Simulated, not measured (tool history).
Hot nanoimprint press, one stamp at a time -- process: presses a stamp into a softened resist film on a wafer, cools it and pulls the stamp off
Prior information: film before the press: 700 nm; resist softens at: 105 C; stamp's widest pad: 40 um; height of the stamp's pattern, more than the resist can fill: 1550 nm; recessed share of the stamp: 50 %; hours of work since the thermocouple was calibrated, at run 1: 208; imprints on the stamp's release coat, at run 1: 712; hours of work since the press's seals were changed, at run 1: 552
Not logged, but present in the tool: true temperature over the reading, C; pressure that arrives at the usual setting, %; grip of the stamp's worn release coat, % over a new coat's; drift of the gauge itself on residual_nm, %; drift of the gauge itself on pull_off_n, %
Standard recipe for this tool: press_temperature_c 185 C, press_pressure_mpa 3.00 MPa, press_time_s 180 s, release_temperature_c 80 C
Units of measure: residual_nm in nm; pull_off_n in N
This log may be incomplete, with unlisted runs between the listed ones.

| run | hour | press_temperature_c | press_pressure_mpa | press_time_s | release_temperature_c | hours of work since the thermocouple was calibrated | imprints on the stamp's release coat | hours of work since the press's seals were changed | residual_nm | pull_off_n |
|---|---|---|---|---|---|---|---|---|---|---|
| 1 | 0.0 | 185 | 3.00 | 180 | 80 | 208 | 712 | 552 | 245.6 | 168 |
| 2 | 14.1 | 185 | 3.00 | 180 | 80 | 219 | 771 | 563 | 244.5 | 164 |
| 3 | 28.6 | 185 | 3.79 | 180 | 80 | 230 | 832 | 574 | 219.6 | 165 |
| 4 | 36.4 | 185 | 3.79 | 180 | 80 | 236 | 866 | 580 | 219.7 | 161 |
| 5 | 45.0 | 185 | 3.00 | 180 | 80 | 242 | 902 | 586 | 248.2 | 166 |
| 6 | 60.5 | 185 | 3.00 | 180 | 80 | 254 | 967 | 598 | 246.9 | 169 |
|  | 66.8 | plate thermocouple calibrated |
| 7 | 72.6 | 185 | 3.00 | 180 | 80 | 4 | 1006 | 605 | 248.9 | 165 |
| 8 | 81.7 | 185 | 3.00 | 93 | 80 | 12 | 1044 | 612 | 321.7 | 165 |
| 9 | 98.8 | 185 | 3.00 | 93 | 80 | 25 | 1116 | 626 | 324.2 | 166 |
| 10 | 112.8 | 185 | 3.00 | 180 | 80 | 35 | 1176 | 636 | 249.7 | 169 |
| 11 | 125.4 | 185 | 3.00 | 180 | 80 | 45 | 1229 | 646 | 249.6 | 169 |
| 12 | 136.2 | 185 | 3.00 | 180 | 80 | 54 | 1275 | 654 | 249.0 | 166 |
| 13 | 152.9 | 185 | 3.00 | 180 | 80 | 66 | 1345 | 667 | 248.4 | 167 |
|  | 163.3 | gauge calibrated |
| 14 | 163.5 | 185 | 3.00 | 180 | 80 | 75 | 1390 | 676 | 246.6 | 166 |
| 15 | 177.6 | 185 | 3.00 | 180 | 80 | 85 | 1449 | 686 | 247.0 | 164 |
| 16 | 195.6 | 185 | 4.72 | 198 | 80 | 99 | 1525 | 700 | 188.5 | 166 |
| 17 | 206.8 | 185 | 4.72 | 198 | 80 | 108 | 1573 | 709 | 190.3 | 167 |
|  | 221.7 | press's hydraulic seals changed and the load cell set to zero |
| 18 | 230.8 | 175 | 4.72 | 148 | 80 | 120 | 1640 | 7 | 306.3 | 164 |
| 19 | 244.6 | 196 | 4.40 | 269 | 69 | 131 | 1699 | 18 | 118.9 | 214 |
| 20 | 258.7 | 196 | 4.40 | 269 | 69 | 142 | 1758 | 29 | 119.6 | 221 |
| 21 | 272.8 | 196 | 4.40 | 269 | 69 | 153 | 1818 | 39 | 118.2 | 217 |
| 22 | 282.8 | 179 | 3.00 | 149 | 80 | 160 | 1860 | 47 | 328.5 | 168 |
| 23 | 292.5 | 179 | 3.00 | 149 | 80 | 168 | 1901 | 55 | 327.1 | 169 |
| 24 | 301.3 | 187 | 2.65 | 175 | 83 | 175 | 1938 | 61 | 249.0 | 150 |
| 25 | 313.2 | 187 | 3.13 | 202 | 74 | 184 | 1988 | 70 | 218.5 | 199 |
|  | 326.7 | stamp cleaned and given a new release coat |
| 26 | 333.8 | 189 | 1.83 | 180 | 71 | 195 | 30 | 82 | 277.2 | 208 |
| 27 | 344.1 | 189 | 1.83 | 180 | 71 | 203 | 74 | 90 | 277.4 | 211 |
| 28 | 354.3 | 189 | 1.83 | 180 | 71 | 211 | 117 | 98 | 278.7 | 210 |
| 29 | 368.5 | 181 | 4.21 | 159 | 80 | 222 | 177 | 109 | 257.4 | 163 |
| 30 | 382.4 | 196 | 4.09 | 94 | 84 | 232 | 235 | 119 | 200.3 | 143 |

Here are 4 independent what-if runs from the current tool condition. What would each one return?
| A | 396.3 | 185 | 2.50 | 157 | 77 | 243 | 294 | 130 | ? | ? |
| B | 396.3 | 188 | 3.63 | 341 | 84 | 243 | 294 | 130 | ? | ? |
| C | 396.3 | 188 | 4.09 | 110 | 67 | 243 | 294 | 130 | ? | ? |
| D | 396.3 | 186 | 4.09 | 174 | 84 | 243 | 294 | 130 | ? | ? |

| run | residual_nm | pull_off_n |
|---|---|---|
| A | 291.4 | 181 |
| B | 156.5 | 144 |
| C | 240.3 | 226 |
| D | 211.4 | 149 |
With the hidden condition removed and each run's random variation left untouched, the same runs would have given:
| run | residual_nm | pull_off_n |
|---|---|---|
| A | 285.1 | 181 |
| B | 153.1 | 144 |
| C | 235.1 | 226 |
| D | 206.8 | 149 |

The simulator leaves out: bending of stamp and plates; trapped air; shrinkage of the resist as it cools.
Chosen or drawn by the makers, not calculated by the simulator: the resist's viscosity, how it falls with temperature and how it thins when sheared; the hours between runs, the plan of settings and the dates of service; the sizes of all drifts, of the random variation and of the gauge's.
